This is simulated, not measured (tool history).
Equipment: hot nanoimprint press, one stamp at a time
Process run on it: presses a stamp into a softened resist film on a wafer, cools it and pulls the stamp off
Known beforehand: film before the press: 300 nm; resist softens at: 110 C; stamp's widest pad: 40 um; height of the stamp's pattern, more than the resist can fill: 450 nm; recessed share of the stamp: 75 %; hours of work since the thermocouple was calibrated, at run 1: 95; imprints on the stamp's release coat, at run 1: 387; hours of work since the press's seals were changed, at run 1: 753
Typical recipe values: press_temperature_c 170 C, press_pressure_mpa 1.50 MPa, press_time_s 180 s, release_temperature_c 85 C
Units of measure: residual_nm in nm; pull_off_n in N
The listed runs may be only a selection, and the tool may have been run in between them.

| run | hour | press_temperature_c | press_pressure_mpa | press_time_s | release_temperature_c | hours of work since the thermocouple was calibrated | imprints on the stamp's release coat | hours of work since the press's seals were changed | residual_nm | pull_off_n |
|---|---|---|---|---|---|---|---|---|---|---|
| 1 | 0.0 | 170 | 1.50 | 180 | 85 | 95 | 387 | 753 | 177.0 | 170 |
| 2 | 56.9 | 170 | 1.13 | 180 | 85 | 140 | 660 | 799 | 192.8 | 172 |
|  | 79.5 | stamp cleaned and given a new release coat |
| 3 | 108.5 | 170 | 1.13 | 180 | 85 | 176 | 138 | 835 | 193.2 | 169 |
| 4 | 145.8 | 170 | 1.13 | 180 | 85 | 206 | 317 | 864 | 194.6 | 168 |
|  | 204.1 | press's hydraulic seals changed and the load cell set to zero |
| 5 | 216.0 | 170 | 1.13 | 180 | 92 | 255 | 615 | 9 | 191.4 | 158 |
|  | 244.8 | stamp cleaned and given a new release coat |
| 6 | 259.2 | 170 | 1.50 | 180 | 85 | 285 | 69 | 39 | 179.2 | 167 |
|  | 266.3 | plate thermocouple calibrated |
| 7 | 318.4 | 170 | 1.50 | 180 | 85 | 41 | 338 | 84 | 179.1 | 169 |
| 8 | 387.0 | 170 | 1.50 | 180 | 85 | 96 | 666 | 138 | 179.2 | 174 |
|  | 411.5 | stamp cleaned and given a new release coat |
|  | 464.8 | plate thermocouple calibrated, once more |
| 9 | 464.8 | 165 | 1.50 | 180 | 85 | 0 | 241 | 193 | 206.0 | 169 |
| 10 | 535.5 | 165 | 1.50 | 302 | 87 | 56 | 579 | 249 | 178.4 | 169 |
|  | 575.9 | stamp cleaned and given a new release coat |
| 11 | 621.8 | 165 | 1.50 | 302 | 87 | 120 | 220 | 313 | 180.2 | 168 |
| 12 | 699.4 | 171 | 0.98 | 180 | 74 | 182 | 591 | 375 | 194.1 | 199 |
|  | 733.8 | stamp cleaned and given a new release coat |
| 13 | 785.7 | 174 | 0.98 | 100 | 74 | 246 | 248 | 439 | 210.3 | 192 |
| 14 | 827.8 | 180 | 1.72 | 188 | 91 | 279 | 450 | 472 | 112.7 | 159 |
|  | 855.2 | plate thermocouple calibrated |
|  | 896.6 | stamp cleaned and given a new release coat |
| 15 | 910.0 | 180 | 1.72 | 188 | 91 | 39 | 64 | 530 | 109.8 | 152 |
| 16 | 970.0 | 180 | 1.72 | 188 | 91 | 86 | 351 | 578 | 110.3 | 156 |

Forecast each of these 5 alternatives for the next run:
|  | 1054.4 | stamp cleaned and given a new release coat |
| A | 1054.4 | 160 | 0.92 | 180 | 85 | 149 | 0 | 640 | ? | ? |
|  | 1054.4 | stamp cleaned and given a new release coat |
| B | 1054.4 | 179 | 0.99 | 188 | 90 | 149 | 0 | 640 | ? | ? |
|  | 1054.4 | stamp cleaned and given a new release coat |
| C | 1054.4 | 170 | 1.50 | 154 | 72 | 149 | 0 | 640 | ? | ? |
|  | 1054.4 | stamp cleaned and given a new release coat |
| D | 1054.4 | 180 | 1.72 | 188 | 91 | 149 | 0 | 640 | ? | ? |
|  | 1054.4 | stamp cleaned and given a new release coat |
| E | 1054.4 | 170 | 1.50 | 159 | 85 | 149 | 0 | 640 | ? | ? |

| run | residual_nm | pull_off_n |
|---|---|---|
| A | 260.0 | 165 |
| B | 145.5 | 156 |
| C | 185.5 | 193 |
| D | 112.1 | 156 |
| E | 184.7 | 163 |
With the hidden condition removed and each run's random variation left untouched, the same runs would have given:
| run | residual_nm | pull_off_n |
|---|---|---|
| A | 257.7 | 164 |
| B | 142.3 | 156 |
| C | 181.2 | 193 |
| D | 108.5 | 155 |
| E | 180.3 | 163 |

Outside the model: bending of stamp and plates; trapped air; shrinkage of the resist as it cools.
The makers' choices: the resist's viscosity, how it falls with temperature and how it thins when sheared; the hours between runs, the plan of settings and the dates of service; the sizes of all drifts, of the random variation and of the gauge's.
